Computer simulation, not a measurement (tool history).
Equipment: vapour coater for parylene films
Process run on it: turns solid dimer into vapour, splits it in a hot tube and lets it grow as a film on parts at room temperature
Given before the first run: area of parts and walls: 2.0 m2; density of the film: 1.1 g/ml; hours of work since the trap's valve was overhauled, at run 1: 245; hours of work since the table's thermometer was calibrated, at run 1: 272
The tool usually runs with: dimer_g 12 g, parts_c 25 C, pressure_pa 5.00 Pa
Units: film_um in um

run	hour	dimer_g	parts_c	pressure_pa	hours of work since the trap's valve was overhauled	hours of work since the table's thermometer was calibrated	film_um
1	0.0	12	25	5.00	245	272	2.788
2	33.3	12	25	5.00	266	293	2.778
3	54.3	12	25	5.00	279	306	2.773
4	79.0	12	26	5.00	295	322	2.683
5	94.3	12	23	5.00	304	331	2.951
6	124.8	12	23	5.00	323	350	2.947
7	154.4	12	23	5.00	342	369	2.939
8	182.8	12	25	5.00	360	387	2.765
9	210.2	22	25	5.00	377	404	5.059
10	237.8	22	25	5.00	394	421	5.037
11	263.7	12	25	5.00	410	438	2.770
12	283.7	12	25	5.00	423	450	2.745
13	310.0	13	25	5.00	440	467	2.986
14	331.7	13	25	5.00	453	480	2.964
15	364.4	13	25	5.00	474	501	2.971
16	390.6	13	25	5.00	490	517	2.978
17	421.5	12	25	3.25	510	537	2.799
18	444.7	12	25	5.00	524	551	2.734
19	464.1	16	25	5.00	536	563	3.634
20	497.5	15	25	5.00	557	584	3.414
21	530.9	15	25	5.00	578	605	3.407
22	548.9	15	30	5.00	590	617	2.919
23	578.1	12	25	6.97	608	635	2.676
24	613.1	12	25	6.97	630	657	2.692
25	646.8	12	25	6.97	651	678	2.678
26	674.7	12	25	6.97	669	696	2.664
# hour 694.4: trap's valve overhauled
27	695.0	9	24	7.86	0	706	2.147
28	715.6	14	21	2.95	13	719	3.857
29	739.5	14	19	2.95	28	734	4.103
30	763.1	14	19	5.44	43	749	3.982
31	784.8	14	19	5.44	57	762	3.980
32	815.8	20	25	2.17	76	782	4.951
33	853.1	20	19	2.17	100	805	5.934
34	877.8	20	19	2.17	115	821	5.940
35	896.2	10	34	4.80	127	832	1.777
36	912.9	7	29	3.89	137	843	1.474
37	938.0	7	23	3.89	153	858	1.781
38	965.4	7	23	3.89	170	876	1.783
39	995.1	7	23	3.89	189	894	1.776
40	1025.3	7	32	5.65	208	913	1.314

Per-run results on a tool with no hidden state, each run keeping its own random variation:
Hidden state at play: vapour lost through the trap's worn valve, %; true temperature of the parts over the reading, C; drift of the gauge itself on film_um, %.
run	film_um
1	2.828
2	2.821
3	2.818
4	2.729
5	3.002
6	3.001
7	2.996
8	2.821
9	5.168
10	5.150
11	2.834
12	2.811
13	3.060
14	3.040
15	3.050
16	3.059
17	2.879
18	2.814
19	3.743
20	3.521
21	3.517
22	3.016
23	2.767
24	2.787
25	2.776
26	2.764
27	2.124
28	3.818
29	4.064
30	3.947
31	3.948
32	4.916
33	5.899
34	5.910
35	1.769
36	1.468
37	1.775
38	1.779
39	1.774
40	1.313
